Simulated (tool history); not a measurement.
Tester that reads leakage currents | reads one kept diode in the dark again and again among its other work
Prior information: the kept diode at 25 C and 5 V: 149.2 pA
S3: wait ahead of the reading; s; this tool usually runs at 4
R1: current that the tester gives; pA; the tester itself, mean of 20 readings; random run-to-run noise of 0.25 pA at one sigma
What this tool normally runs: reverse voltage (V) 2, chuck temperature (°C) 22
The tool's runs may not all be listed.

{"run": 1, "hour": 0.0, "reverse voltage (V)": 2, "chuck temperature (°C)": 22, "S3": 4, "R1": 99.01}
{"hour": 74.5, "done": "chuck's temperature calibrated"}
{"run": 2, "hour": 147.7, "reverse voltage (V)": 2, "chuck temperature (°C)": 22, "S3": 4, "R1": 82.84}
{"run": 3, "hour": 261.9, "reverse voltage (V)": 2, "chuck temperature (°C)": 22, "S3": 4, "R1": 83.67}
{"run": 4, "hour": 488.1, "reverse voltage (V)": 2, "chuck temperature (°C)": 22, "S3": 4, "R1": 85.49}
{"run": 5, "hour": 704.6, "reverse voltage (V)": 2, "chuck temperature (°C)": 42, "S3": 4, "R1": 427.57}
{"run": 6, "hour": 890.7, "reverse voltage (V)": 1.67, "chuck temperature (°C)": 42, "S3": 4, "R1": 402.15}
{"run": 7, "hour": 1000.7, "reverse voltage (V)": 2, "chuck temperature (°C)": 22, "S3": 4, "R1": 88.52}
{"run": 8, "hour": 1124.0, "reverse voltage (V)": 2, "chuck temperature (°C)": 22, "S3": 4, "R1": 89.06}
{"run": 9, "hour": 1299.0, "reverse voltage (V)": 2, "chuck temperature (°C)": 22, "S3": 4, "R1": 90.07}
{"run": 10, "hour": 1525.4, "reverse voltage (V)": 2, "chuck temperature (°C)": 22, "S3": 4, "R1": 91.51}
{"run": 11, "hour": 1638.6, "reverse voltage (V)": 2, "chuck temperature (°C)": 22, "S3": 4, "R1": 92.03}
{"run": 12, "hour": 1752.2, "reverse voltage (V)": 2, "chuck temperature (°C)": 22, "S3": 4, "R1": 92.89}
{"run": 13, "hour": 1895.3, "reverse voltage (V)": 2, "chuck temperature (°C)": 22, "S3": 4, "R1": 94.22}
{"hour": 1947.1, "done": "tester calibrated"}
{"run": 14, "hour": 2033.0, "reverse voltage (V)": 2, "chuck temperature (°C)": 22, "S3": 4, "R1": 94.85}
{"run": 15, "hour": 2181.2, "reverse voltage (V)": 2, "chuck temperature (°C)": 22, "S3": 1.79, "R1": 95.27}
{"run": 16, "hour": 2331.3, "reverse voltage (V)": 2, "chuck temperature (°C)": 22, "S3": 4, "R1": 96.39}
{"run": 17, "hour": 2439.3, "reverse voltage (V)": 2, "chuck temperature (°C)": 22, "S3": 4, "R1": 97.55}
{"hour": 2452.3, "done": "tester calibrated, once more"}
{"run": 18, "hour": 2592.5, "reverse voltage (V)": 2, "chuck temperature (°C)": 22, "S3": 2.38, "R1": 99.59}
{"hour": 2622.8, "done": "probe card cleaned and baked"}
{"run": 19, "hour": 2729.9, "reverse voltage (V)": 2, "chuck temperature (°C)": 22, "S3": 2.38, "R1": 96.43}
{"run": 20, "hour": 2867.5, "reverse voltage (V)": 2, "chuck temperature (°C)": 22, "S3": 1.85, "R1": 97.27}
{"run": 21, "hour": 3061.7, "reverse voltage (V)": 12.91, "chuck temperature (°C)": 22, "S3": 3.53, "R1": 207.9}
{"hour": 3102.0, "done": "chuck's temperature calibrated"}
{"run": 22, "hour": 3280.7, "reverse voltage (V)": 2, "chuck temperature (°C)": 22, "S3": 9.44, "R1": 81.83}
{"run": 23, "hour": 3410.2, "reverse voltage (V)": 2, "chuck temperature (°C)": 22, "S3": 9.44, "R1": 83.62}
{"run": 24, "hour": 3503.0, "reverse voltage (V)": 2, "chuck temperature (°C)": 22, "S3": 1.06, "R1": 83.86}
{"run": 25, "hour": 3704.7, "reverse voltage (V)": 2, "chuck temperature (°C)": 21, "S3": 1.29, "R1": 78}
{"run": 26, "hour": 3812.2, "reverse voltage (V)": 3.99, "chuck temperature (°C)": 22, "S3": 2.74, "R1": 113.21}
{"run": 27, "hour": 3942.8, "reverse voltage (V)": 4.29, "chuck temperature (°C)": 24, "S3": 0.72, "R1": 140.12}
{"run": 28, "hour": 4120.9, "reverse voltage (V)": 4.29, "chuck temperature (°C)": 24, "S3": 0.72, "R1": 141.89}
{"run": 29, "hour": 4350.0, "reverse voltage (V)": 6.69, "chuck temperature (°C)": 21, "S3": 2.73, "R1": 133.83}
{"run": 30, "hour": 4445.5, "reverse voltage (V)": 1.68, "chuck temperature (°C)": 21, "S3": 0.55, "R1": 76.8}
{"run": 31, "hour": 4614.9, "reverse voltage (V)": 1.68, "chuck temperature (°C)": 21, "S3": 0.55, "R1": 77.92}
{"run": 32, "hour": 4794.9, "reverse voltage (V)": 1.68, "chuck temperature (°C)": 21, "S3": 0.55, "R1": 78.63}
{"run": 33, "hour": 4969.6, "reverse voltage (V)": 2, "chuck temperature (°C)": 52, "S3": 0.43, "R1": 945.09}
{"run": 34, "hour": 5140.1, "reverse voltage (V)": 2, "chuck temperature (°C)": 43, "S3": 4, "R1": 498.55}
{"run": 35, "hour": 5288.5, "reverse voltage (V)": 6.07, "chuck temperature (°C)": 25, "S3": 4, "R1": 193.36}
{"run": 36, "hour": 5498.4, "reverse voltage (V)": 8.36, "chuck temperature (°C)": 45, "S3": 4, "R1": 1053.26}
{"run": 37, "hour": 5715.2, "reverse voltage (V)": 8.36, "chuck temperature (°C)": 45, "S3": 4, "R1": 1057.42}
{"run": 38, "hour": 5857.5, "reverse voltage (V)": 2.71, "chuck temperature (°C)": 49, "S3": 1.05, "R1": 908.02}
{"run": 39, "hour": 5962.9, "reverse voltage (V)": 10.02, "chuck temperature (°C)": 20, "S3": 2.69, "R1": 166.68}

Consider 4 possible next runs. They are alternatives, not a sequence: every one starts from the tool as it was left by run 39. What does each give?
{"hour": 6125.0, "done": "chuck's temperature calibrated"}
{"run": "A", "hour": 6167.6, "reverse voltage (V)": 5.17, "chuck temperature (°C)": 60, "S3": 4, "R1": "?"}
{"hour": 6125.0, "done": "chuck's temperature calibrated"}
{"run": "B", "hour": 6167.6, "reverse voltage (V)": 2.04, "chuck temperature (°C)": 31, "S3": 6.39, "R1": "?"}
{"hour": 6125.0, "done": "chuck's temperature calibrated"}
{"run": "C", "hour": 6167.6, "reverse voltage (V)": 10.02, "chuck temperature (°C)": 43, "S3": 0.99, "R1": "?"}
{"hour": 6125.0, "done": "chuck's temperature calibrated"}
{"run": "D", "hour": 6167.6, "reverse voltage (V)": 3.16, "chuck temperature (°C)": 22, "S3": 4, "R1": "?"}

run=A R1=2175.8
run=B R1=173.5
run=C R1=837.66
run=D R1=98.85
Take away the tool's hidden state, keep each run's random variation, and the runs would have read:
run=A R1=2191.98
run=B R1=173.01
run=C R1=834.65
run=D R1=96.15
